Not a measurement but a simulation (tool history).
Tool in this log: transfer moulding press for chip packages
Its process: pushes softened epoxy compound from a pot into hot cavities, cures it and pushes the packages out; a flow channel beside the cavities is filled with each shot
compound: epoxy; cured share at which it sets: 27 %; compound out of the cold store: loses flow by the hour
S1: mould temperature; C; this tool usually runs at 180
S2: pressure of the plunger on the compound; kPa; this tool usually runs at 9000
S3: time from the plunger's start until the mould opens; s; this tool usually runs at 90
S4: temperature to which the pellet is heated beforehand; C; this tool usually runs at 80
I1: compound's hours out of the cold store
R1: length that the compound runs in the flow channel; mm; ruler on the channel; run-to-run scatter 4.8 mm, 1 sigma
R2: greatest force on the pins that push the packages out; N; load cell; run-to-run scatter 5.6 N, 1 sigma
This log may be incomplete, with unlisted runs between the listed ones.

Run 1, hour 0: usual settings; I1 27.6. Result: R1 741 mm, R2 233 N.
Run 2, hour 33.2: usual settings; I1 36.1. Result: R1 699 mm, R2 275 N.
At hour 42.1: cavities cleaned with cleaning compound and waxed.
Run 3, hour 58.6: usual settings; I1 31.1. Result: R1 721 mm, R2 229 N.
At hour 89.4: mould's thermocouples calibrated.
Run 4, hour 90: usual settings; I1 21.2. Result: R1 766 mm, R2 258 N.
At hour 110.7: cavities cleaned with cleaning compound and waxed.
Run 5, hour 129.8: usual settings; I1 14.2. Result: R1 778 mm, R2 228 N.
Run 6, hour 154.9: usual settings; I1 34.5. Result: R1 688 mm, R2 266 N.
Run 7, hour 172.6: usual settings; I1 32.6. Result: R1 698 mm, R2 281 N.
At hour 176.1: cavities cleaned with cleaning compound and waxed.
Run 8, hour 202.1: usual settings; I1 45.9. Result: R1 638 mm, R2 237 N.
Run 9, hour 224.6: usual settings; I1 34.9. Result: R1 671 mm, R2 266 N.
At hour 242.1: cavities cleaned with cleaning compound and waxed.
Run 10, hour 254.4: usual settings; I1 16.9. Result: R1 743 mm, R2 223 N.
At hour 268.6: plunger's sealing rings changed.
Run 11, hour 295.3: usual settings; I1 44. Result: R1 673 mm, R2 269 N.
At hour 310.1: cavities cleaned with cleaning compound and waxed.
Run 12, hour 330.1: usual settings; I1 17.8. Result: R1 796 mm, R2 243 N.
Run 13, hour 368: usual settings; I1 37.3. Result: R1 697 mm, R2 277 N.
At hour 374.9: cavities cleaned with cleaning compound and waxed.
Run 14, hour 396.1: usual settings but S4 84 C; I1 38. Result: R1 684 mm, R2 218 N.
Run 15, hour 429.8: usual settings but S4 84 C; I1 36.5. Result: R1 696 mm, R2 266 N.
At hour 441: cavities cleaned with cleaning compound and waxed.
Run 16, hour 453.4: usual settings but S2 7100 kPa, S4 79 C; I1 43.2. Result: R1 585 mm, R2 206 N.
Run 17, hour 476.8: usual settings but S2 7100 kPa, S4 79 C; I1 32.3. Result: R1 619 mm, R2 258 N.
At hour 507.2: cavities cleaned with cleaning compound and waxed.
Run 18, hour 507.6: usual settings but S2 7100 kPa, S4 79 C; I1 11.3. Result: R1 712 mm, R2 209 N.

For run 19, what comes out?
Run 19, hour 536.9: usual settings but S2 6930 kPa, S3 73 s; I1 33.2. Result: R1 ?, R2 ?.

R1: 606 mm
R2: 352 N
If the tool had no hidden condition, the same run with the same run-to-run variation would have returned R1 640 mm, R2 266 N.
